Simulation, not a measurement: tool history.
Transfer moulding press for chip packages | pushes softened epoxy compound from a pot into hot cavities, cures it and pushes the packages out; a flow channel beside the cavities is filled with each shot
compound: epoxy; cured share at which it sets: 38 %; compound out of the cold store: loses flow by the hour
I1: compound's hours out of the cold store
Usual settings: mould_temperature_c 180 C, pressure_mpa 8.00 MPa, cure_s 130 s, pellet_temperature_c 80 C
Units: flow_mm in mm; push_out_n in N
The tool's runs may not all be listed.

run 1 hour=0.0 | mould_temperature_c=180 pressure_mpa=8.00 cure_s=130 pellet_temperature_c=80 | I1=44.8 | flow_mm=766 push_out_n=267
run 2 hour=6.3 | mould_temperature_c=180 pressure_mpa=8.00 cure_s=130 pellet_temperature_c=74 | I1=14.8 | flow_mm=825 push_out_n=274
run 3 hour=16.9 | mould_temperature_c=180 pressure_mpa=8.00 cure_s=130 pellet_temperature_c=80 | I1=37.2 | flow_mm=782 push_out_n=263
run 4 hour=24.0 | mould_temperature_c=180 pressure_mpa=8.00 cure_s=130 pellet_temperature_c=80 | I1=21.7 | flow_mm=808 push_out_n=264
run 5 hour=33.4 | mould_temperature_c=180 pressure_mpa=8.00 cure_s=130 pellet_temperature_c=80 | I1=34.2 | flow_mm=789 push_out_n=262
run 6 hour=39.3 | mould_temperature_c=180 pressure_mpa=8.00 cure_s=130 pellet_temperature_c=80 | I1=21.6 | flow_mm=809 push_out_n=266
run 7 hour=47.4 | mould_temperature_c=180 pressure_mpa=8.00 cure_s=130 pellet_temperature_c=80 | I1=15.2 | flow_mm=827 push_out_n=257
-- hour=57.8 cavities cleaned with cleaning compound and waxed
run 8 hour=60.7 | mould_temperature_c=180 pressure_mpa=8.00 cure_s=130 pellet_temperature_c=80 | I1=13.7 | flow_mm=825 push_out_n=269
run 9 hour=69.9 | mould_temperature_c=183 pressure_mpa=8.00 cure_s=130 pellet_temperature_c=80 | I1=29.0 | flow_mm=787 push_out_n=235
run 10 hour=76.8 | mould_temperature_c=183 pressure_mpa=8.00 cure_s=130 pellet_temperature_c=80 | I1=28.3 | flow_mm=792 push_out_n=233
run 11 hour=82.3 | mould_temperature_c=183 pressure_mpa=8.00 cure_s=130 pellet_temperature_c=80 | I1=11.6 | flow_mm=821 push_out_n=237
run 12 hour=92.4 | mould_temperature_c=183 pressure_mpa=8.00 cure_s=130 pellet_temperature_c=80 | I1=35.6 | flow_mm=772 push_out_n=240
run 13 hour=103.0 | mould_temperature_c=183 pressure_mpa=8.00 cure_s=114 pellet_temperature_c=80 | I1=40.5 | flow_mm=763 push_out_n=281
run 14 hour=115.0 | mould_temperature_c=183 pressure_mpa=8.00 cure_s=114 pellet_temperature_c=80 | I1=28.4 | flow_mm=791 push_out_n=277
run 15 hour=126.2 | mould_temperature_c=180 pressure_mpa=8.00 cure_s=161 pellet_temperature_c=80 | I1=45.0 | flow_mm=768 push_out_n=210
run 16 hour=138.8 | mould_temperature_c=177 pressure_mpa=8.00 cure_s=127 pellet_temperature_c=70 | I1=36.7 | flow_mm=798 push_out_n=333
run 17 hour=145.0 | mould_temperature_c=177 pressure_mpa=8.93 cure_s=146 pellet_temperature_c=80 | I1=35.6 | flow_mm=839 push_out_n=249
run 18 hour=157.0 | mould_temperature_c=177 pressure_mpa=8.93 cure_s=146 pellet_temperature_c=80 | I1=40.3 | flow_mm=834 push_out_n=253
run 19 hour=168.4 | mould_temperature_c=177 pressure_mpa=7.60 cure_s=115 pellet_temperature_c=80 | I1=17.7 | flow_mm=808 push_out_n=423
-- hour=178.5 cavities cleaned with cleaning compound and waxed
run 20 hour=178.5 | mould_temperature_c=174 pressure_mpa=7.64 cure_s=129 pellet_temperature_c=78 | I1=18.2 | flow_mm=819 push_out_n=418
run 21 hour=187.2 | mould_temperature_c=172 pressure_mpa=6.01 cure_s=142 pellet_temperature_c=83 | I1=10.9 | flow_mm=753 push_out_n=379
run 22 hour=192.9 | mould_temperature_c=172 pressure_mpa=6.01 cure_s=142 pellet_temperature_c=83 | I1=32.6 | flow_mm=709 push_out_n=367
-- hour=197.6 plunger's sealing rings changed
run 23 hour=204.4 | mould_temperature_c=180 pressure_mpa=8.13 cure_s=130 pellet_temperature_c=89 | I1=18.2 | flow_mm=823 push_out_n=269
run 24 hour=213.7 | mould_temperature_c=180 pressure_mpa=8.00 cure_s=117 pellet_temperature_c=80 | I1=40.6 | flow_mm=779 push_out_n=323

Forecast run 25:
run 25 hour=219.1 | mould_temperature_c=180 pressure_mpa=8.00 cure_s=117 pellet_temperature_c=80 | I1=30.9 | flow_mm=? push_out_n=?

Run 25 gave flow_mm 796 mm, push_out_n 316 N.
Without the tool's hidden state the same run would have given flow_mm 796 mm, push_out_n 314 N.
